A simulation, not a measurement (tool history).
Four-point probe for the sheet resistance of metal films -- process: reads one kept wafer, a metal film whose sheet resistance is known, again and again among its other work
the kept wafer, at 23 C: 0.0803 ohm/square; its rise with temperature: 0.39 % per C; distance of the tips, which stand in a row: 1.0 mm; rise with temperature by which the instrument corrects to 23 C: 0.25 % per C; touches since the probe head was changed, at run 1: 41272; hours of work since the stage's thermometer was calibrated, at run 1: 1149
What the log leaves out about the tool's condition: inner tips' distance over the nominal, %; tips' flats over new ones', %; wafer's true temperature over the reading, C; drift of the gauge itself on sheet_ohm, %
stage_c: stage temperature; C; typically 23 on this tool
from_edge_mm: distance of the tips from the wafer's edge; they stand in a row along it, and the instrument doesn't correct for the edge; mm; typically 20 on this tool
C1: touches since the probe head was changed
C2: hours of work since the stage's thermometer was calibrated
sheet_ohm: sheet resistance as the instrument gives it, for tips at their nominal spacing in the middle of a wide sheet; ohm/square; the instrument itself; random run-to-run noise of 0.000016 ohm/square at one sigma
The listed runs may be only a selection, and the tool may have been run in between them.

run 1 hour=0 | stage_c=23 from_edge_mm=20 | C1=41272 C2=1149 | sheet_ohm=0.080391
run 2 hour=33.2 | stage_c=23 from_edge_mm=11 | C1=42078 C2=1165 | sheet_ohm=0.080653
run 3 hour=75.1 | stage_c=23 from_edge_mm=20 | C1=43095 C2=1185 | sheet_ohm=0.080405
run 4 hour=120.8 | stage_c=23 from_edge_mm=20 | C1=44204 C2=1207 | sheet_ohm=0.080408
run 5 hour=157.4 | stage_c=23 from_edge_mm=20 | C1=45094 C2=1225 | sheet_ohm=0.080409
run 6 hour=191.7 | stage_c=23 from_edge_mm=20 | C1=45926 C2=1241 | sheet_ohm=0.080424
run 7 hour=214.6 | stage_c=23 from_edge_mm=20 | C1=46482 C2=1252 | sheet_ohm=0.08037
run 8 hour=265.2 | stage_c=23 from_edge_mm=20 | C1=47711 C2=1276 | sheet_ohm=0.080394
run 9 hour=306.1 | stage_c=23 from_edge_mm=20 | C1=48704 C2=1296 | sheet_ohm=0.080415
run 10 hour=350.4 | stage_c=21 from_edge_mm=20 | C1=49779 C2=1317 | sheet_ohm=0.080196
run 11 hour=382.1 | stage_c=21 from_edge_mm=20 | C1=50547 C2=1333 | sheet_ohm=0.080134
run 12 hour=418.9 | stage_c=21 from_edge_mm=20 | C1=51441 C2=1350 | sheet_ohm=0.080197
run 13 hour=457.3 | stage_c=21 from_edge_mm=26 | C1=52373 C2=1369 | sheet_ohm=0.080174
run 14 hour=506.6 | stage_c=33 from_edge_mm=41 | C1=53571 C2=1392 | sheet_ohm=0.081348
run 15 hour=549.2 | stage_c=20 from_edge_mm=45 | C1=54605 C2=1413 | sheet_ohm=0.079982
run 16 hour=574.3 | stage_c=19 from_edge_mm=9 | C1=55214 C2=1425 | sheet_ohm=0.080382
run 17 hour=618.9 | stage_c=24 from_edge_mm=5 | C1=56296 C2=1446 | sheet_ohm=0.082081
run 18 hour=664.7 | stage_c=25 from_edge_mm=13 | C1=57408 C2=1468 | sheet_ohm=0.080772
run 19 hour=713.1 | stage_c=25 from_edge_mm=13 | C1=58583 C2=1492 | sheet_ohm=0.080774
run 20 hour=763.8 | stage_c=28 from_edge_mm=3 | C1=59814 C2=1516 | sheet_ohm=0.085403
run 21 hour=812.4 | stage_c=28 from_edge_mm=3 | C1=60994 C2=1539 | sheet_ohm=0.085394

Here are 3 independent what-if runs from the current tool condition. What would each one return?
run A hour=836.9 | stage_c=23 from_edge_mm=20 | C1=61588 C2=1551 | sheet_ohm=?
run B hour=836.9 | stage_c=22 from_edge_mm=12 | C1=61588 C2=1551 | sheet_ohm=?
run C hour=836.9 | stage_c=28 from_edge_mm=9 | C1=61588 C2=1551 | sheet_ohm=?

run=A sheet_ohm=0.080435
run=B sheet_ohm=0.080461
run=C sheet_ohm=0.081375
Had the tool no hidden state, the same runs would have come out as:
run=A sheet_ohm=0.080447
run=B sheet_ohm=0.080473
run=C sheet_ohm=0.081387
